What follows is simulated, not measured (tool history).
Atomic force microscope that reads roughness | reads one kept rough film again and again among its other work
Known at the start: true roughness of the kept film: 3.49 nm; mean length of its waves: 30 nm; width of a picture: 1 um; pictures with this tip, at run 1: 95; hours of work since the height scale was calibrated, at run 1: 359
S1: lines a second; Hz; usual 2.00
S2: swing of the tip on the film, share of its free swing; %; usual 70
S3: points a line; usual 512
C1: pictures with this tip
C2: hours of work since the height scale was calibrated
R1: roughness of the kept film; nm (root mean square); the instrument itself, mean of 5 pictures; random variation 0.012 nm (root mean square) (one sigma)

run   hour    S1  S2    S3   C1   C2     R1
  1    0.0  2.00  70   512   95  359  2.310
  2    8.2  2.05  70   512  116  365  2.231
  3   19.1  2.05  70   512  144  374  2.140
  4   28.0  1.31  70   512  166  381  2.112
  5   35.2  2.00  70   795  185  386  2.027
  6   46.2  2.00  70   512  213  395  1.943
  7   55.9  2.00  70   512  238  403  1.866
      57.5  -- new tip fitted
  8   69.7  2.00  70   512   31  413  2.689
  9   81.0  2.00  70   512   60  422  2.522
 10   95.2  2.00  70   512   96  433  2.360
 11  101.7  2.00  70   512  113  438  2.299
 12  113.3  2.00  70   512  142  447  2.189
 13  119.6  2.00  70   512  159  452  2.133
 14  128.3  0.66  70   512  181  459  2.138
 15  137.3  2.00  74   512  204  466  1.961
 16  144.6  2.00  74   512  223  471  1.919
     152.6  -- new tip fitted
 17  158.7  2.00  70   424   16  482  2.727
 18  171.0  2.00  70   512   47  492  2.555
 19  177.8  2.00  70   613   64  497  2.471
 20  185.5  2.00  70   512   84  503  2.398
 21  197.2  2.00  70   512  114  512  2.269
 22  208.9  2.00  58   512  144  521  2.227
 23  220.0  2.00  58   512  172  530  2.108
 24  232.9  2.00  58   512  205  540  2.032
 25  242.0  2.00  58   512  229  547  1.959
     247.0  -- new tip fitted
 26  248.5  2.00  58   512    4  552  2.854
 27  262.4  1.42  58   326   40  562  2.660
 28  274.1  1.42  58   326   70  572  2.502
 29  282.2  2.20  84   560   90  578  2.209
 30  290.2  1.73  70   987  111  584  2.286
 31  304.3  2.26  55   303  147  595  2.162
 32  317.1  1.51  62   729  179  605  2.065
 33  323.6  3.33  70   775  196  610  1.917
 34  336.0  3.33  70   775  228  620  1.815
     341.6  -- new tip fitted
 35  347.6  0.72  70   547   15  629  2.855
 36  359.5  0.60  86   512   46  638  2.641
 37  367.2  1.22  70   512   65  644  2.548
 38  380.3  1.22  70   512   99  654  2.403
 39  389.8  0.55  66   597  123  661  2.349
 40  402.1  0.73  66   512  155  671  2.211
 41  412.2  0.77  66   427  181  679  2.123
 42  424.5  0.91  70   987  212  688  2.029
 43  430.4  0.94  90   271  227  693  1.868
     436.1  -- new tip fitted
 44  439.4  0.94  90   271    8  700  2.684
 45  451.6  0.82  70   512   39  709  2.673
 46  465.4  1.29  57  1010   74  720  2.530

3 ways to go on from here, each from the tool as it stands after run 46. What would each give?
  A  473.4  2.03  79  962  95  726   ?
  B  473.4  1.81  58  534  95  726   ?
  C  473.4  3.70  68  268  95  726   ?

run     R1
  A  2.280
  B  2.402
  C  2.243
Without the tool's hidden state the same runs would have given:
run     R1
  A  2.781
  B  2.932
  C  2.738

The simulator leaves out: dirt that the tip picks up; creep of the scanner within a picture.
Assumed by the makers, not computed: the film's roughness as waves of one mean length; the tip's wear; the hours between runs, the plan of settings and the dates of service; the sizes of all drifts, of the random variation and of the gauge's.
